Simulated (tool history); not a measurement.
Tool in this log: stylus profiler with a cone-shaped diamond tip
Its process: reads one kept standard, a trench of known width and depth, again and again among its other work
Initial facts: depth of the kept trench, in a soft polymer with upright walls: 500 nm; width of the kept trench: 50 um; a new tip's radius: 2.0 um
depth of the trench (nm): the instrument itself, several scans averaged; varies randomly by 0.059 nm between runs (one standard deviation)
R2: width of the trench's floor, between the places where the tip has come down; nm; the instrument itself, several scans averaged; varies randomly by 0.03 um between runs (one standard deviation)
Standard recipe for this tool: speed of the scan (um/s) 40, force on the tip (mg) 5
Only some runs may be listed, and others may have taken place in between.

run 1 hour=0 | speed_of_the_scan_(um/s)=40 force_on_the_tip_(mg)=5 | depth_of_the_trench_(nm)=511.19 R2=46900
run 2 hour=53.6 | speed_of_the_scan_(um/s)=40 force_on_the_tip_(mg)=5 | depth_of_the_trench_(nm)=511.25 R2=46940
run 3 hour=84.9 | speed_of_the_scan_(um/s)=40 force_on_the_tip_(mg)=5 | depth_of_the_trench_(nm)=511.09 R2=46880
run 4 hour=124.6 | speed_of_the_scan_(um/s)=40 force_on_the_tip_(mg)=5 | depth_of_the_trench_(nm)=511.09 R2=46890
run 5 hour=186.5 | speed_of_the_scan_(um/s)=40 force_on_the_tip_(mg)=5 | depth_of_the_trench_(nm)=511.06 R2=46920
run 6 hour=229.5 | speed_of_the_scan_(um/s)=40 force_on_the_tip_(mg)=5 | depth_of_the_trench_(nm)=511.1 R2=46880
run 7 hour=274.1 | speed_of_the_scan_(um/s)=40 force_on_the_tip_(mg)=5 | depth_of_the_trench_(nm)=510.92 R2=46850
run 8 hour=322.3 | speed_of_the_scan_(um/s)=55 force_on_the_tip_(mg)=5 | depth_of_the_trench_(nm)=511.11 R2=46840
run 9 hour=363.5 | speed_of_the_scan_(um/s)=55 force_on_the_tip_(mg)=5 | depth_of_the_trench_(nm)=511 R2=46810
run 10 hour=429 | speed_of_the_scan_(um/s)=40 force_on_the_tip_(mg)=5 | depth_of_the_trench_(nm)=510.84 R2=46900
run 11 hour=490.2 | speed_of_the_scan_(um/s)=40 force_on_the_tip_(mg)=5 | depth_of_the_trench_(nm)=510.89 R2=46830
run 12 hour=533.5 | speed_of_the_scan_(um/s)=40 force_on_the_tip_(mg)=5 | depth_of_the_trench_(nm)=510.83 R2=46820
run 13 hour=591.5 | speed_of_the_scan_(um/s)=40 force_on_the_tip_(mg)=5 | depth_of_the_trench_(nm)=510.86 R2=46760
run 14 hour=652.7 | speed_of_the_scan_(um/s)=40 force_on_the_tip_(mg)=5 | depth_of_the_trench_(nm)=510.75 R2=46750
run 15 hour=715.2 | speed_of_the_scan_(um/s)=40 force_on_the_tip_(mg)=5 | depth_of_the_trench_(nm)=510.84 R2=46780
run 16 hour=749.4 | speed_of_the_scan_(um/s)=40 force_on_the_tip_(mg)=5 | depth_of_the_trench_(nm)=510.76 R2=46750
run 17 hour=778.4 | speed_of_the_scan_(um/s)=40 force_on_the_tip_(mg)=5 | depth_of_the_trench_(nm)=510.73 R2=46800
run 18 hour=821.8 | speed_of_the_scan_(um/s)=40 force_on_the_tip_(mg)=5 | depth_of_the_trench_(nm)=510.68 R2=46750
run 19 hour=867.8 | speed_of_the_scan_(um/s)=40 force_on_the_tip_(mg)=5 | depth_of_the_trench_(nm)=510.83 R2=46750
run 20 hour=922.4 | speed_of_the_scan_(um/s)=40 force_on_the_tip_(mg)=5 | depth_of_the_trench_(nm)=510.71 R2=46770
run 21 hour=986.5 | speed_of_the_scan_(um/s)=40 force_on_the_tip_(mg)=5 | depth_of_the_trench_(nm)=510.58 R2=46780
run 22 hour=1018.6 | speed_of_the_scan_(um/s)=40 force_on_the_tip_(mg)=5 | depth_of_the_trench_(nm)=510.54 R2=46780

For run 23, what comes out?
run 23 hour=1080.4 | speed_of_the_scan_(um/s)=40 force_on_the_tip_(mg)=2.63 | depth_of_the_trench_(nm)=? R2=?

depth of the trench (nm): 506.6
R2: 46680 nm
The same run, on a tool lacking any hidden state, would have yielded depth of the trench (nm) 507.33, R2 47200 nm.
